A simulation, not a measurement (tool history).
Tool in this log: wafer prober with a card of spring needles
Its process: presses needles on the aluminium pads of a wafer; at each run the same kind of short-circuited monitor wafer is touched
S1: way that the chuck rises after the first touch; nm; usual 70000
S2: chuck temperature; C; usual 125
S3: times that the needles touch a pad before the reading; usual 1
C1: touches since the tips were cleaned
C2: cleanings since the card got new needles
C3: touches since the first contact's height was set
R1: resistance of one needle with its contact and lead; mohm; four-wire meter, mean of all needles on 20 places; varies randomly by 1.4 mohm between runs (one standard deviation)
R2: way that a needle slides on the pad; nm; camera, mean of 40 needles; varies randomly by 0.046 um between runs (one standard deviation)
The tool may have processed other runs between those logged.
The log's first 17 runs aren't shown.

At hour 294.7: tips cleaned on abrasive film.
At hour 305.8: tips cleaned on abrasive film.
Run 18, hour 308.1: usual settings but S1 54000 nm, S2 92 C, S3 2; C1 896; C2 95; C3 9087. Result: R1 133 mohm, R2 10320 nm.
At hour 316.3: tips cleaned on abrasive film.
At hour 326: tips cleaned on abrasive film.
Run 19, hour 329.3: usual settings but S2 113 C, S3 2; C1 1331; C2 97; C3 17567. Result: R1 129 mohm, R2 13390 nm.
At hour 336.1: tips cleaned on abrasive film.
At hour 346.6: tips cleaned on abrasive film.
Run 20, hour 346.6: usual settings but S1 59000 nm, S2 112 C; C1 9; C2 99; C3 24473. Result: R1 127 mohm, R2 11160 nm.
At hour 356.5: tips cleaned on abrasive film.
Run 21, hour 362: usual settings but S1 55000 nm, S2 59 C, S3 2; C1 2190; C2 100; C3 30617. Result: R1 146 mohm, R2 10390 nm.
At hour 366.5: tips cleaned on abrasive film.
Run 22, hour 373.6: usual settings but S1 55000 nm, S2 59 C, S3 2; C1 2842; C2 101; C3 35245. Result: R1 147 mohm, R2 10340 nm.
At hour 375.9: tips cleaned on abrasive film.
At hour 385.5: tips cleaned on abrasive film.
At hour 395.8: tips cleaned on abrasive film.
Run 23, hour 397.3: usual settings but S1 69000 nm, S2 41 C; C1 609; C2 104; C3 44704. Result: R1 121 mohm, R2 12990 nm.
At hour 406.5: tips cleaned on abrasive film.
Run 24, hour 414.9: usual settings but S1 82000 nm, S2 73 C; C1 3371; C2 105; C3 51748. Result: R1 142 mohm, R2 15520 nm.
At hour 416.2: tips cleaned on abrasive film.
At hour 426.6: tips cleaned on abrasive film.
Run 25, hour 429: usual settings but S1 64000 nm, S2 33 C, S3 2; C1 967; C2 107; C3 57335. Result: R1 123 mohm, R2 12020 nm.
At hour 435.9: tips cleaned on abrasive film.
At hour 445.4: tips cleaned on abrasive film.
Run 26, hour 452.8: usual settings but S1 63000 nm, S2 76 C, S3 2; C1 2979; C2 109; C3 66875. Result: R1 142 mohm, R2 11730 nm.
At hour 455.8: tips cleaned on abrasive film.
Run 27, hour 463.5: usual settings but S1 63000 nm, S2 84 C; C1 3105; C2 110; C3 71123. Result: R1 165 mohm, R2 11690 nm.
At hour 465.2: tips cleaned on abrasive film.
At hour 475.2: tips cleaned on abrasive film.
Run 28, hour 477.7: usual settings but S1 63000 nm, S2 84 C; C1 999; C2 112; C3 76783. Result: R1 142 mohm, R2 11670 nm.
At hour 485.1: tips cleaned on abrasive film.
Run 29, hour 490.4: usual settings but S1 63000 nm, S2 84 C; C1 2115; C2 113; C3 81840. Result: R1 159 mohm, R2 11680 nm.
At hour 494.8: tips cleaned on abrasive film.
At hour 504.5: tips cleaned on abrasive film.
Run 30, hour 508.5: usual settings but S1 63000 nm, S2 37 C, S3 2; C1 1600; C2 115; C3 89074. Result: R1 131 mohm, R2 11580 nm.
At hour 513.8: tips cleaned on abrasive film.
At hour 523.8: tips cleaned on abrasive film.
Run 31, hour 528.9: usual settings but S1 63000 nm, S2 37 C, S3 2; C1 2063; C2 117; C3 97203. Result: R1 134 mohm, R2 11630 nm.

4 options for the next run, each taken on its own from the tool as it stands now. Forecast them:
At hour 533.8: tips cleaned on abrasive film.
At hour 543.6: tips cleaned on abrasive film.
Run A, hour 545.2: usual settings but S1 63000 nm, S2 37 C, S3 2; C1 664; C2 119; C3 103721. Result: R1 ?, R2 ?.
At hour 533.8: tips cleaned on abrasive film.
At hour 543.6: tips cleaned on abrasive film.
Run B, hour 545.2: usual settings but S1 55000 nm, S2 64 C, S3 2; C1 664; C2 119; C3 103721. Result: R1 ?, R2 ?.
At hour 533.8: tips cleaned on abrasive film.
At hour 543.6: tips cleaned on abrasive film.
Run C, hour 545.2: usual settings but S1 60000 nm, S2 109 C, S3 2; C1 664; C2 119; C3 103721. Result: R1 ?, R2 ?.
At hour 533.8: tips cleaned on abrasive film.
At hour 543.6: tips cleaned on abrasive film.
Run D, hour 545.2: usual settings but S2 54 C; C1 664; C2 119; C3 103721. Result: R1 ?, R2 ?.

run   R1     R2
  A  123  11500
  B  131  10000
  C  133  10980
  D  128  12790
Take away the tool's hidden state, keep each run's random variation, and the runs would have read:
run   R1     R2
  A  107  12060
  B  109  10570
  C  116  11540
  D  108  13350
